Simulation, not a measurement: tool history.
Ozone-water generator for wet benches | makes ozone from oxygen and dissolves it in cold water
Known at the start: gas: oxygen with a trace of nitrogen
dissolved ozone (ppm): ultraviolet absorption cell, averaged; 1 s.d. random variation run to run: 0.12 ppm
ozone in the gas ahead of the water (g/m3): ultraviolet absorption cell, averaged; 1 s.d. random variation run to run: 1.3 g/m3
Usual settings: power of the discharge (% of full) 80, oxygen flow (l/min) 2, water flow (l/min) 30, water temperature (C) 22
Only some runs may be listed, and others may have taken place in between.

| run | hour | power of the discharge (% of full) | oxygen flow (l/min) | water flow (l/min) | water temperature (C) | dissolved ozone (ppm) | ozone in the gas ahead of the water (g/m3) |
|---|---|---|---|---|---|---|---|
| 1 | 0 | 80 | 2 | 30 | 22 | 8.8 | 210.9 |
| 2 | 155.1 | 80 | 2 | 30 | 22 | 8.7 | 208.1 |
| 3 | 231.6 | 80 | 2 | 30 | 22 | 8.8 | 207.5 |
| 4 | 379.7 | 80 | 2 | 30 | 22 | 8.8 | 206.1 |
| 5 | 461.5 | 80 | 2 | 30 | 22 | 8.8 | 209.2 |
| 6 | 589.2 | 80 | 2 | 30 | 22 | 8.7 | 210.8 |
| 7 | 762.6 | 80 | 2 | 30 | 22 | 8.6 | 206.4 |
| 8 | 873.8 | 40 | 2 | 30 | 22 | 5.4 | 125 |
| 9 | 989.9 | 40 | 2 | 30 | 22 | 5.3 | 126 |
| 10 | 1076.9 | 40 | 2 | 30 | 22 | 5.2 | 125.8 |
| 11 | 1186.5 | 40 | 2 | 30 | 22 | 5.1 | 126.3 |
| 12 | 1355.2 | 80 | 2 | 30 | 22 | 8.6 | 204.4 |
| 13 | 1452.8 | 80 | 2 | 30 | 22 | 8.4 | 201.7 |
| 14 | 1535.1 | 80 | 2 | 30 | 22 | 8.4 | 202.8 |
| 15 | 1705.2 | 80 | 2 | 44 | 22 | 5.5 | 201.4 |
| 16 | 1880.8 | 80 | 2 | 41 | 22 | 6 | 200.8 |
| 17 | 2018.7 | 47 | 2 | 25 | 20 | 7.2 | 139.1 |
| 18 | 2146.7 | 80 | 2 | 20 | 22 | 12.8 | 198.5 |
| 19 | 2271.6 | 59 | 2 | 20 | 16 | 10.7 | 163.2 |
| 20 | 2415.6 | 100 | 2.02 | 30 | 22 | 9.9 | 231.2 |
| 21 | 2550.3 | 87 | 1.27 | 21 | 20 | 11.2 | 262.9 |
| 22 | 2654.7 | 87 | 1.27 | 21 | 20 | 11.1 | 262.6 |
| 23 | 2817.5 | 80 | 2 | 30 | 20 | 8.5 | 197.4 |
| 24 | 2952.9 | 41 | 1.13 | 34 | 22 | 3.8 | 166.5 |
| 25 | 3093.9 | 55 | 2.28 | 30 | 16 | 6.9 | 141.4 |
| 26 | 3213.6 | 65 | 2.28 | 30 | 24 | 7.2 | 159 |
| 27 | 3340.9 | 67 | 2.02 | 29 | 22 | 7.5 | 171.6 |
| 28 | 3466.2 | 94 | 3 | 30 | 25 | 10 | 177.8 |
| 29 | 3578.7 | 59 | 2 | 30 | 22 | 6.4 | 158 |
| 30 | 3730 | 80 | 3.26 | 32 | 22 | 8.4 | 149.9 |
| 31 | 3852.1 | 83 | 3.26 | 22 | 22 | 12.4 | 155.4 |
| 32 | 4018.4 | 40 | 1.83 | 30 | 26 | 4.9 | 126.2 |

Below, some changes in dissolved ozone (ppm) between adjacent runs. For each, the amount present without the hidden state too (settings, incoming material, random variation) and the amount remaining for the hidden state with gauge scatter not shared by both compared results:
Hidden state present: yield of the discharge, % of new electrodes'; contactor's efficiency, % of a clean one's; true water temperature over the reading, C; drift of the gauge itself on ozone_ppm, %; drift of the gauge itself on gas_g_m3, %.
Run 17 -> 18: power of the discharge (% of full) 47 -> 80, water flow (l/min) 25 -> 20, water temperature (C) 20 -> 22. dissolved ozone (ppm) +5.6: hidden state -1.7, all else +7.3.
Run 23 -> 24: power of the discharge (% of full) 80 -> 41, oxygen flow (l/min) 2 -> 1.13, water flow (l/min) 30 -> 34, water temperature (C) 20 -> 22. dissolved ozone (ppm) -4.7: hidden state +1.5, all else -6.2.
Run 31 -> 32: power of the discharge (% of full) 83 -> 40, oxygen flow (l/min) 3.26 -> 1.83, water flow (l/min) 22 -> 30, water temperature (C) 22 -> 26. dissolved ozone (ppm) -7.5: hidden state +2.6, all else -10.1.

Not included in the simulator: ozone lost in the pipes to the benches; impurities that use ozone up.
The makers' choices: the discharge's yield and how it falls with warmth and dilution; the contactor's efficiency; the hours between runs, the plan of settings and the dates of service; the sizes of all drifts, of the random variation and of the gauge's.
